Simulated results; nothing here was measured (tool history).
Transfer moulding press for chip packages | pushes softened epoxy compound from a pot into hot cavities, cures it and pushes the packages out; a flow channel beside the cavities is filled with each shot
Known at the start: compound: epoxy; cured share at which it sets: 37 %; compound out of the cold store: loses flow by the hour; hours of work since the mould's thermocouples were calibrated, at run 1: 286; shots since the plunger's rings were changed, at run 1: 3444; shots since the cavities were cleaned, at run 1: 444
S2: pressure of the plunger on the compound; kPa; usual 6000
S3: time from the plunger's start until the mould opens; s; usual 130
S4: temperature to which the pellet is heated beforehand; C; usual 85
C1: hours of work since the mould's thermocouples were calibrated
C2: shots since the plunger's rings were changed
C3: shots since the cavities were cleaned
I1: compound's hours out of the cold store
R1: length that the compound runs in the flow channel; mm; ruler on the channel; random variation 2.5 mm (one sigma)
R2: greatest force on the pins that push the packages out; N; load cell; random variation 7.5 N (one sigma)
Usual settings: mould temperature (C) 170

{"run": 1, "hour": 0.0, "mould temperature (C)": 170, "S2": 6000, "S3": 130, "S4": 85, "C1": 286, "C2": 3444, "C3": 444, "I1": 32, "R1": 614, "R2": 470}
{"hour": 19.7, "done": "cavities cleaned with cleaning compound and waxed"}
{"run": 2, "hour": 29.1, "mould temperature (C)": 170, "S2": 6000, "S3": 130, "S4": 85, "C1": 307, "C2": 3760, "C3": 108, "I1": 30, "R1": 622, "R2": 360}
{"run": 3, "hour": 41.8, "mould temperature (C)": 170, "S2": 6000, "S3": 130, "S4": 85, "C1": 316, "C2": 3906, "C3": 254, "I1": 44, "R1": 574, "R2": 425}
{"run": 4, "hour": 68.0, "mould temperature (C)": 170, "S2": 6000, "S3": 130, "S4": 85, "C1": 336, "C2": 4207, "C3": 555, "I1": 47.1, "R1": 566, "R2": 483}
{"hour": 77.0, "done": "cavities cleaned with cleaning compound and waxed"}
{"run": 5, "hour": 88.0, "mould temperature (C)": 170, "S2": 6000, "S3": 130, "S4": 85, "C1": 350, "C2": 4419, "C3": 126, "I1": 27.9, "R1": 629, "R2": 395}
{"run": 6, "hour": 104.3, "mould temperature (C)": 170, "S2": 6000, "S3": 130, "S4": 85, "C1": 362, "C2": 4606, "C3": 313, "I1": 8.5, "R1": 698, "R2": 465}
{"run": 7, "hour": 118.7, "mould temperature (C)": 170, "S2": 6000, "S3": 141, "S4": 85, "C1": 373, "C2": 4771, "C3": 478, "I1": 21.6, "R1": 648, "R2": 436}
{"hour": 126.3, "done": "plunger's sealing rings changed"}
{"hour": 137.4, "done": "cavities cleaned with cleaning compound and waxed"}
{"run": 8, "hour": 147.8, "mould temperature (C)": 170, "S2": 6000, "S3": 130, "S4": 85, "C1": 391, "C2": 230, "C3": 120, "I1": 32.5, "R1": 635, "R2": 389}
{"run": 9, "hour": 167.2, "mould temperature (C)": 170, "S2": 6000, "S3": 130, "S4": 81, "C1": 406, "C2": 452, "C3": 342, "I1": 15.1, "R1": 704, "R2": 489}
{"run": 10, "hour": 190.2, "mould temperature (C)": 170, "S2": 6000, "S3": 130, "S4": 95, "C1": 423, "C2": 716, "C3": 606, "I1": 12.5, "R1": 707, "R2": 494}
{"hour": 196.7, "done": "cavities cleaned with cleaning compound and waxed"}
{"hour": 218.4, "done": "mould's thermocouples calibrated"}
{"run": 11, "hour": 219.2, "mould temperature (C)": 170, "S2": 6000, "S3": 130, "S4": 84, "C1": 1, "C2": 1009, "C3": 236, "I1": 8.3, "R1": 725, "R2": 452}
{"run": 12, "hour": 247.1, "mould temperature (C)": 170, "S2": 6000, "S3": 130, "S4": 84, "C1": 21, "C2": 1329, "C3": 556, "I1": 38.9, "R1": 604, "R2": 488}
{"hour": 255.4, "done": "cavities cleaned with cleaning compound and waxed"}
{"run": 13, "hour": 265.6, "mould temperature (C)": 170, "S2": 5570, "S3": 130, "S4": 84, "C1": 34, "C2": 1524, "C3": 118, "I1": 31.8, "R1": 606, "R2": 377}
{"run": 14, "hour": 281.1, "mould temperature (C)": 170, "S2": 5570, "S3": 130, "S4": 84, "C1": 46, "C2": 1702, "C3": 296, "I1": 39.8, "R1": 582, "R2": 421}
{"hour": 311.9, "done": "cavities cleaned with cleaning compound and waxed"}
{"run": 15, "hour": 312.1, "mould temperature (C)": 170, "S2": 7270, "S3": 129, "S4": 84, "C1": 68, "C2": 2040, "C3": 2, "I1": 13.8, "R1": 772, "R2": 355}
{"run": 16, "hour": 327.7, "mould temperature (C)": 173, "S2": 5960, "S3": 126, "S4": 79, "C1": 79, "C2": 2219, "C3": 181, "I1": 39.3, "R1": 594, "R2": 361}
{"run": 17, "hour": 355.7, "mould temperature (C)": 175, "S2": 5960, "S3": 126, "S4": 87, "C1": 100, "C2": 2540, "C3": 502, "I1": 13.8, "R1": 672, "R2": 403}
{"hour": 369.0, "done": "cavities cleaned with cleaning compound and waxed"}
{"run": 18, "hour": 378.2, "mould temperature (C)": 165, "S2": 6000, "S3": 130, "S4": 89, "C1": 116, "C2": 2782, "C3": 107, "I1": 20.5, "R1": 679, "R2": 537}
{"run": 19, "hour": 397.9, "mould temperature (C)": 170, "S2": 6000, "S3": 125, "S4": 85, "C1": 131, "C2": 3006, "C3": 331, "I1": 33.7, "R1": 618, "R2": 478}
{"run": 20, "hour": 422.3, "mould temperature (C)": 170, "S2": 6000, "S3": 125, "S4": 85, "C1": 149, "C2": 3286, "C3": 611, "I1": 12.1, "R1": 695, "R2": 539}
{"hour": 425.8, "done": "cavities cleaned with cleaning compound and waxed"}
{"run": 21, "hour": 449.4, "mould temperature (C)": 170, "S2": 6000, "S3": 125, "S4": 85, "C1": 168, "C2": 3581, "C3": 271, "I1": 11.3, "R1": 697, "R2": 502}
{"run": 22, "hour": 467.5, "mould temperature (C)": 177, "S2": 5670, "S3": 117, "S4": 83, "C1": 182, "C2": 3788, "C3": 478, "I1": 42.5, "R1": 552, "R2": 399}
{"hour": 482.7, "done": "cavities cleaned with cleaning compound and waxed"}
{"run": 23, "hour": 482.7, "mould temperature (C)": 177, "S2": 5670, "S3": 117, "S4": 83, "C1": 192, "C2": 3946, "C3": 0, "I1": 29.4, "R1": 588, "R2": 279}
{"run": 24, "hour": 503.3, "mould temperature (C)": 177, "S2": 5670, "S3": 117, "S4": 83, "C1": 207, "C2": 4182, "C3": 236, "I1": 18.1, "R1": 629, "R2": 379}
{"run": 25, "hour": 530.1, "mould temperature (C)": 170, "S2": 6000, "S3": 122, "S4": 92, "C1": 227, "C2": 4490, "C3": 544, "I1": 25.3, "R1": 639, "R2": 543}
{"hour": 540.5, "done": "cavities cleaned with cleaning compound and waxed"}
{"run": 26, "hour": 545.7, "mould temperature (C)": 170, "S2": 6000, "S3": 122, "S4": 92, "C1": 238, "C2": 4651, "C3": 60, "I1": 47.3, "R1": 561, "R2": 376}
{"run": 27, "hour": 559.4, "mould temperature (C)": 170, "S2": 6000, "S3": 115, "S4": 77, "C1": 248, "C2": 4808, "C3": 217, "I1": 33.1, "R1": 608, "R2": 515}

Forecast each of these 4 alternatives for the next run:
{"hour": 564.4, "done": "plunger's sealing rings changed"}
{"run": "A", "hour": 578.9, "mould temperature (C)": 170, "S2": 7140, "S3": 115, "S4": 90, "C1": 261, "C2": 166, "C3": 412, "I1": 13.1, "R1": "?", "R2": "?"}
{"hour": 564.4, "done": "plunger's sealing rings changed"}
{"run": "B", "hour": 578.9, "mould temperature (C)": 170, "S2": 4690, "S3": 130, "S4": 85, "C1": 261, "C2": 166, "C3": 412, "I1": 32.2, "R1": "?", "R2": "?"}
{"hour": 564.4, "done": "plunger's sealing rings changed"}
{"run": "C", "hour": 578.9, "mould temperature (C)": 170, "S2": 4950, "S3": 118, "S4": 95, "C1": 261, "C2": 166, "C3": 412, "I1": 29.6, "R1": "?", "R2": "?"}
{"hour": 564.4, "done": "plunger's sealing rings changed"}
{"run": "D", "hour": 578.9, "mould temperature (C)": 170, "S2": 4930, "S3": 138, "S4": 80, "C1": 261, "C2": 166, "C3": 412, "I1": 22.6, "R1": "?", "R2": "?"}

run=A R1=770 R2=599
run=B R1=562 R2=479
run=C R1=585 R2=546
run=D R1=605 R2=454
Without the tool's hidden state the same runs would have given:
run=A R1=773 R2=402
run=B R1=564 R2=326
run=C R1=587 R2=366
run=D R1=607 R2=309
